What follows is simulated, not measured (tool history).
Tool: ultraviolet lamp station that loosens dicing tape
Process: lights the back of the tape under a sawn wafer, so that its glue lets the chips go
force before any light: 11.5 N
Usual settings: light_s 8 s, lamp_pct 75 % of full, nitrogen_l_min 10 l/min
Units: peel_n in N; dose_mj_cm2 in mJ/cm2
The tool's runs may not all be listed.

run	hour	light_s	lamp_pct	nitrogen_l_min	peel_n	dose_mj_cm2
1	0.0	8	75	10	1.397	280
2	8.6	8	75	10	1.426	283
3	17.3	8	64	10	1.920	241
4	24.7	8	75	10	1.409	284
5	32.0	8	75	10	1.409	283
6	39.8	8	75	10	1.458	285
7	47.9	8	75	10	1.410	278
8	55.7	8	75	6	1.974	285
9	63.6	8	75	6	1.954	280
10	71.9	8	75	6	1.902	279
11	80.3	8	80	10	1.315	299
12	90.0	8	80	10	1.289	299
13	96.2	8	80	10	1.288	300
14	108.5	8	80	10	1.278	297
15	114.6	8	75	11	1.406	276
16	126.6	8	75	11	1.382	275
17	136.6	9	75	10	1.169	310
18	147.1	9	75	6	1.639	311
19	153.7	9	75	6	1.671	314
20	166.1	9	64	6	2.119	263
21	173.6	8	75	10	1.473	273
22	184.1	8	75	10	1.466	274
23	195.7	9	91	10	0.805	371
24	202.7	8	94	10	0.983	343
25	209.8	8	94	10	0.982	341
26	222.1	4	92	10	3.190	165
27	228.8	4	92	10	3.241	167
28	240.2	9	85	10	0.966	342
29	249.3	8	75	15	1.279	271
30	258.5	6	75	10	2.557	201
31	269.5	8	75	12	1.425	269
32	276.5	6	81	9	2.344	217
33	288.4	6	81	9	2.320	217
34	298.4	6	81	9	2.389	211
35	309.9	8	60	19	1.731	212
36	317.2	8	60	19	1.755	214
37	323.5	9	75	5	1.907	298
38	334.6	9	75	5	2.006	293
39	345.1	9	75	5	1.993	292
40	351.3	10	75	10	1.052	332
41	357.7	10	75	10	1.061	327
42	367.3	8	82	10	1.418	285
43	377.1	8	82	10	1.337	286

The same runs without the tool's hidden state, with the same run-to-run variation:
The hidden state here: lamp's light, % of a new lamp's; light that the window lets through, % of a clean one's; drift of the gauge itself on peel_n, %; drift of the gauge itself on dose_mj_cm2, %.
run	peel_n	dose_mj_cm2
1	1.232	299
2	1.252	303
3	1.703	258
4	1.229	305
5	1.225	304
6	1.265	307
7	1.219	300
8	1.729	308
9	1.705	303
10	1.656	303
11	1.116	325
12	1.088	326
13	1.087	327
14	1.070	325
15	1.178	303
16	1.152	302
17	0.962	342
18	1.370	343
19	1.391	347
20	1.790	291
21	1.208	303
22	1.198	305
23	0.639	414
24	0.779	383
25	0.778	381
26	2.751	186
27	2.788	187
28	0.752	385
29	1.006	305
30	2.119	227
31	1.117	305
32	1.917	246
33	1.889	248
34	1.940	241
35	1.356	243
36	1.373	244
37	1.502	342
38	1.572	338
39	1.556	337
40	0.781	383
41	0.786	378
42	1.060	331
43	0.995	332
